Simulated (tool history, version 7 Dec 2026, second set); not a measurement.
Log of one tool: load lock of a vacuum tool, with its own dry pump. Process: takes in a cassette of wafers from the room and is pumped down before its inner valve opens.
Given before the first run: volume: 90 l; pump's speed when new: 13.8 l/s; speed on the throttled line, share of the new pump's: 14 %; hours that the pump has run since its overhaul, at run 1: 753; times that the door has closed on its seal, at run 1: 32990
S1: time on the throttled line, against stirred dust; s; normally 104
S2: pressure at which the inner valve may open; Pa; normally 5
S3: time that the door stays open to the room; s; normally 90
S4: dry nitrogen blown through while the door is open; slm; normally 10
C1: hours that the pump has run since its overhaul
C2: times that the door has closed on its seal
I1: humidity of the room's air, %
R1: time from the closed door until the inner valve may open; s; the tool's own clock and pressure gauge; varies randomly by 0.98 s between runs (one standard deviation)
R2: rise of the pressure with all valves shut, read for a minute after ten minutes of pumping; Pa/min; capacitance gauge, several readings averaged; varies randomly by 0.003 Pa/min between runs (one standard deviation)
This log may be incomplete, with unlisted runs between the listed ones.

run    hour   S1  S2   S3  S4    C1     C2    I1     R1     R2
  1     0.0  104   5   90  10   753  32990  40.6  155.8  0.370
  2    47.6  104   5   90  10   800  33222  44.3  156.0  0.366
  3   118.3  104   5   90  10   871  33566  44.1  155.0  0.382
  4   193.3  104   5   90  10   946  33930  41.5  155.7  0.383
  5   233.6  104   5   90  10   986  34126  39.2  155.2  0.384
  6   295.4  104   5   52  10  1048  34427  46.1  155.5  0.389
  7   336.7  104   5   52  10  1090  34628  45.7  155.9  0.397
  8   383.0  104   5   52  10  1136  34853  46.6  157.2  0.392
  9   451.0  104   5   90   4  1204  35184  45.8  155.2  0.412
 10   501.8  104   5   90   4  1255  35431  44.1  155.2  0.426
 11   569.2  104   5   90   9  1322  35759  47.1  157.8  0.423
 12   614.2  104  10   90  10  1367  35977  44.5  151.0  0.425
 13   700.7  104  10   90  10  1454  36398  44.5  152.9  0.430
 14   769.4  104   5   90  10  1522  36732  43.0  156.7  0.427
 15   828.5  104   5   90  10  1581  37019  46.9  156.3  0.439
 16   904.7  104   5   34   7  1658  37390  44.0  157.1  0.426
 17   990.2  104   5   25   7  1743  37806  43.5  156.5  0.435
 18  1066.6  180  10  227  11  1819  38178  43.2  217.5  0.485
 19  1114.4  180  10  227  11  1867  38410  42.8  216.0  0.486
 20  1172.0  104   5   90  15  1925  38690  45.9  156.2  0.469
 21  1227.8  104   5  152  10  1981  38962  47.6  157.6  0.484
 22  1299.2  104   5  152  10  2052  39309  44.4  158.1  0.491
 23  1383.7   70   4   48  18  2137  39720  47.4  129.1  0.479
 24  1440.3   70   4   48  18  2193  39995  47.2  130.3  0.474
 25  1513.2   70   9   69  10  2266  40349  47.0  123.7  0.502
 26  1561.2  146   9   89  29  2314  40583  43.3  188.7  0.490
 27  1649.1   80   5   90  10  2402  41011  44.1  135.4  0.515
 28  1722.1   80   5   90   9  2475  41366  42.3  137.7  0.516
 29  1793.4  104   5   90   6  2546  41712  45.5  157.9  0.527

Consider 5 possible next runs. They are alternatives, not a sequence: every one starts from the tool as it was left by run 29. What does each give?
  A  1833.3  159   5  90   6  2586  41906  47.9   ?   ?
  B  1833.3  104   5  30  10  2586  41906  43.2   ?   ?
  C  1833.3  177   5  90  10  2586  41906  44.3   ?   ?
  D  1833.3  103   6  44   6  2586  41906  42.9   ?   ?
  E  1833.3  104   9  90   6  2586  41906  45.3   ?   ?

run     R1     R2
  A  203.8  0.534
  B  157.1  0.515
  C  221.7  0.522
  D  153.9  0.520
  E  151.9  0.528
Without the tool's unlogged condition, the same runs would have read:
run     R1     R2
  A  202.1  0.028
  B  155.1  0.019
  C  220.0  0.022
  D  152.0  0.018
  E  150.1  0.028
